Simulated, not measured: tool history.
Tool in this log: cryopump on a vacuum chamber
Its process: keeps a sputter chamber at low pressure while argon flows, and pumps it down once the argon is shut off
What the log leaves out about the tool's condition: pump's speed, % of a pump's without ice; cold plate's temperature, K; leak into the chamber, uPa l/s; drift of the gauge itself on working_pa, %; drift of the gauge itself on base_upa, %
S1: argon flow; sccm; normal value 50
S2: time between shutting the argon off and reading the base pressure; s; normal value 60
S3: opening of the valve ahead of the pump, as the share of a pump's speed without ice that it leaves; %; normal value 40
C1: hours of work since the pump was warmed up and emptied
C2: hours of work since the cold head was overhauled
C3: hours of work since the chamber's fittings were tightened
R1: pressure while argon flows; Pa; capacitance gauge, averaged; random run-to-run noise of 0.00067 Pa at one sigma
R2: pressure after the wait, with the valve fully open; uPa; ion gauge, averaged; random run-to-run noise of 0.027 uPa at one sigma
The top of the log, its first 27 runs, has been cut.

run,hour,S1,S2,S3,C1,C2,C3,R1,R2
28,2057.5,33,27,40,470,2970,197,0.0808,2.61
29,2130.1,33,27,40,528,3028,255,0.0826,2.71
# hour 2236.4: pump warmed up, emptied and cooled again
30,2239.7,33,27,40,3,3111,339,0.0758,2.68
31,2335.1,52,39,54,79,3187,415,0.0889,1.98
32,2426.2,46,48,40,151,3260,487,0.1068,1.75
33,2480.2,50,183,36,194,3303,530,0.1295,0.82
34,2529.0,28,60,39,233,3342,569,0.0673,1.54
35,2644.4,74,60,39,325,3434,661,0.1814,1.65

Predict each of these 3 candidate next runs independently; none follows another, all start after run 35:
A,2740.9,74,42,39,402,3511,738,?,?
B,2740.9,89,32,27,402,3511,738,?,?
C,2740.9,50,97,40,402,3511,738,?,?

run,R1,R2
A,0.1859,2.11
B,0.3133,2.56
C,0.1214,1.30
With the hidden condition removed and each run's random variation left untouched, the same runs would have given:
run,R1,R2
A,0.1717,1.58
B,0.2964,2.04
C,0.1120,0.78

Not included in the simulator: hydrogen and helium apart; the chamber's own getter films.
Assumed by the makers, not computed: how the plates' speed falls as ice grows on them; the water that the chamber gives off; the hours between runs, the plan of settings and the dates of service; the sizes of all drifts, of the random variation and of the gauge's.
